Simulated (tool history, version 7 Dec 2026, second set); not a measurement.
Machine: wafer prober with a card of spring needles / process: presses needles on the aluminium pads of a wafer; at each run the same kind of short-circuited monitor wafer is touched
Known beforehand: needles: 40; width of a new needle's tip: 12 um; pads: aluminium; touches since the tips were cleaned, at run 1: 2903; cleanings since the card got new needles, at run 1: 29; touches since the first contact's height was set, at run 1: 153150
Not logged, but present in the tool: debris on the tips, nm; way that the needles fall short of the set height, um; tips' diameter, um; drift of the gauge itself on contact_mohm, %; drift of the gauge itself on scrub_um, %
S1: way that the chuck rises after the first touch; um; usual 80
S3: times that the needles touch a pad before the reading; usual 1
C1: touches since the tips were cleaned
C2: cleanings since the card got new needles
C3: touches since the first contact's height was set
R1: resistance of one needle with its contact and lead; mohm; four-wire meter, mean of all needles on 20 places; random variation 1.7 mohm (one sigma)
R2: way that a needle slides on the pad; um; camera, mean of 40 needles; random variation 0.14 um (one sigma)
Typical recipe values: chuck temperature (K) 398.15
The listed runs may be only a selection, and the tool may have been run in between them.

{"run": 1, "hour": 0.0, "S1": 80, "chuck temperature (K)": 398.15, "S3": 1, "C1": 2903, "C2": 29, "C3": 153150, "R1": 181, "R2": 21.44}
{"hour": 3.7, "done": "tips cleaned on abrasive film"}
{"hour": 12.6, "done": "tips cleaned on abrasive film"}
{"hour": 21.5, "done": "tips cleaned on abrasive film"}
{"run": 2, "hour": 25.2, "S1": 79, "chuck temperature (K)": 398.15, "S3": 1, "C1": 2166, "C2": 32, "C3": 167995, "R1": 179, "R2": 21.25}
{"hour": 28.8, "done": "tips cleaned on abrasive film"}
{"hour": 37.7, "done": "tips cleaned on abrasive film"}
{"hour": 46.7, "done": "tips cleaned on abrasive film"}
{"run": 3, "hour": 53.3, "S1": 79, "chuck temperature (K)": 398.15, "S3": 1, "C1": 3950, "C2": 35, "C3": 184621, "R1": 184, "R2": 20.92}
{"hour": 55.2, "done": "tips cleaned on abrasive film"}
{"hour": 62.4, "done": "tips cleaned on abrasive film"}
{"hour": 71.4, "done": "tips cleaned on abrasive film"}
{"hour": 80.2, "done": "tips cleaned on abrasive film"}
{"run": 4, "hour": 86.8, "S1": 66, "chuck temperature (K)": 398.15, "S3": 1, "C1": 3953, "C2": 39, "C3": 204361, "R1": 186, "R2": 17.56}
{"hour": 88.7, "done": "tips cleaned on abrasive film"}
{"hour": 97.6, "done": "tips cleaned on abrasive film"}
{"hour": 104.9, "done": "tips cleaned on abrasive film"}
{"hour": 113.9, "done": "tips cleaned on abrasive film"}
{"hour": 122.7, "done": "tips cleaned on abrasive film"}
{"run": 5, "hour": 123.8, "S1": 80, "chuck temperature (K)": 398.15, "S3": 1, "C1": 655, "C2": 44, "C3": 226155, "R1": 174, "R2": 21.23}
{"hour": 125.9, "done": "height of the first contact set anew"}
{"hour": 131.3, "done": "tips cleaned on abrasive film"}
{"hour": 140.0, "done": "tips cleaned on abrasive film"}
{"hour": 149.0, "done": "tips cleaned on abrasive film"}
{"run": 6, "hour": 155.3, "S1": 80, "chuck temperature (K)": 398.15, "S3": 1, "C1": 3715, "C2": 47, "C3": 17376, "R1": 182, "R2": 22.02}
{"hour": 157.1, "done": "tips cleaned on abrasive film"}
{"hour": 165.9, "done": "tips cleaned on abrasive film"}
{"hour": 173.1, "done": "tips cleaned on abrasive film"}
{"run": 7, "hour": 178.0, "S1": 80, "chuck temperature (K)": 332.15, "S3": 1, "C1": 2943, "C2": 50, "C3": 30792, "R1": 168, "R2": 21.95}
{"hour": 181.7, "done": "tips cleaned on abrasive film"}
{"hour": 188.9, "done": "tips cleaned on abrasive film"}
{"hour": 197.9, "done": "tips cleaned on abrasive film"}
{"run": 8, "hour": 202.6, "S1": 80, "chuck temperature (K)": 398.15, "S3": 1, "C1": 2833, "C2": 53, "C3": 45304, "R1": 181, "R2": 21.76}
{"hour": 206.3, "done": "tips cleaned on abrasive film"}
{"hour": 215.3, "done": "tips cleaned on abrasive film"}
{"run": 9, "hour": 219.5, "S1": 80, "chuck temperature (K)": 398.15, "S3": 1, "C1": 2537, "C2": 55, "C3": 55273, "R1": 178, "R2": 21.72}
{"hour": 223.2, "done": "tips cleaned on abrasive film"}
{"hour": 232.0, "done": "tips cleaned on abrasive film"}
{"hour": 241.0, "done": "tips cleaned on abrasive film"}
{"hour": 249.6, "done": "tips cleaned on abrasive film"}
{"run": 10, "hour": 250.5, "S1": 80, "chuck temperature (K)": 398.15, "S3": 1, "C1": 504, "C2": 59, "C3": 73506, "R1": 176, "R2": 21.63}
{"hour": 257.7, "done": "tips cleaned on abrasive film"}
{"hour": 266.5, "done": "tips cleaned on abrasive film"}
{"hour": 275.3, "done": "tips cleaned on abrasive film"}
{"hour": 284.3, "done": "tips cleaned on abrasive film"}
{"run": 11, "hour": 285.7, "S1": 80, "chuck temperature (K)": 398.15, "S3": 2, "C1": 832, "C2": 63, "C3": 94279, "R1": 174, "R2": 21.35}
{"hour": 292.8, "done": "tips cleaned on abrasive film"}
{"hour": 301.7, "done": "tips cleaned on abrasive film"}
{"hour": 310.7, "done": "tips cleaned on abrasive film"}
{"run": 12, "hour": 314.3, "S1": 80, "chuck temperature (K)": 398.15, "S3": 2, "C1": 2188, "C2": 66, "C3": 111203, "R1": 175, "R2": 21.19}
{"hour": 317.9, "done": "tips cleaned on abrasive film"}
{"hour": 326.6, "done": "tips cleaned on abrasive film"}
{"hour": 335.6, "done": "tips cleaned on abrasive film"}
{"hour": 343.3, "done": "tips cleaned on abrasive film"}
{"run": 13, "hour": 343.3, "S1": 92, "chuck temperature (K)": 322.15, "S3": 2, "C1": 0, "C2": 70, "C3": 128246, "R1": 157, "R2": 24.68}
{"hour": 352.3, "done": "tips cleaned on abrasive film"}
{"hour": 360.3, "done": "tips cleaned on abrasive film"}
{"run": 14, "hour": 360.3, "S1": 92, "chuck temperature (K)": 322.15, "S3": 2, "C1": 0, "C2": 72, "C3": 138298, "R1": 159, "R2": 24.85}
{"hour": 367.5, "done": "tips cleaned on abrasive film"}
{"hour": 376.5, "done": "tips cleaned on abrasive film"}
{"run": 15, "hour": 379.6, "S1": 80, "chuck temperature (K)": 340.15, "S3": 2, "C1": 1870, "C2": 74, "C3": 149725, "R1": 166, "R2": 21.54}
{"hour": 385.1, "done": "tips cleaned on abrasive film"}
{"hour": 394.1, "done": "tips cleaned on abrasive film"}
{"hour": 401.7, "done": "tips cleaned on abrasive film"}
{"run": 16, "hour": 401.7, "S1": 100, "chuck temperature (K)": 398.15, "S3": 2, "C1": 0, "C2": 77, "C3": 162693, "R1": 171, "R2": 26.95}
{"hour": 410.4, "done": "tips cleaned on abrasive film"}
{"hour": 419.2, "done": "tips cleaned on abrasive film"}
{"hour": 426.4, "done": "tips cleaned on abrasive film"}
{"run": 17, "hour": 432.7, "S1": 88, "chuck temperature (K)": 308.15, "S3": 2, "C1": 3765, "C2": 80, "C3": 181069, "R1": 160, "R2": 23.34}
{"hour": 434.6, "done": "tips cleaned on abrasive film"}
{"hour": 441.8, "done": "tips cleaned on abrasive film"}
{"hour": 450.8, "done": "tips cleaned on abrasive film"}
{"hour": 459.6, "done": "tips cleaned on abrasive film"}
{"run": 18, "hour": 461.3, "S1": 73, "chuck temperature (K)": 308.15, "S3": 2, "C1": 989, "C2": 84, "C3": 197854, "R1": 160, "R2": 19.27}
{"hour": 468.5, "done": "tips cleaned on abrasive film"}
{"hour": 477.3, "done": "tips cleaned on abrasive film"}
{"hour": 486.3, "done": "tips cleaned on abrasive film"}
{"hour": 493.5, "done": "tips cleaned on abrasive film"}
{"run": 19, "hour": 494.6, "S1": 80, "chuck temperature (K)": 359.15, "S3": 2, "C1": 658, "C2": 88, "C3": 217532, "R1": 164, "R2": 21.09}
{"hour": 501.8, "done": "tips cleaned on abrasive film"}
{"hour": 510.6, "done": "tips cleaned on abrasive film"}
{"hour": 510.9, "done": "height of the first contact set anew"}
{"run": 20, "hour": 513.3, "S1": 78, "chuck temperature (K)": 354.15, "S3": 1, "C1": 1416, "C2": 90, "C3": 1416, "R1": 173, "R2": 21.5}

Run 21 is up next; what results do you expect?
{"hour": 518.7, "done": "tips cleaned on abrasive film"}
{"hour": 526.0, "done": "tips cleaned on abrasive film"}
{"hour": 534.7, "done": "tips cleaned on abrasive film"}
{"hour": 543.7, "done": "tips cleaned on abrasive film"}
{"run": 21, "hour": 549.5, "S1": 64, "chuck temperature (K)": 398.15, "S3": 2, "C1": 3463, "C2": 94, "C3": 22790, "R1": "?", "R2": "?"}

{"run 21": {"R1": 180, "R2": 17.41}}
Had the tool carried no hidden state, the very same run would have given R1 172 mohm, R2 17.48 um.
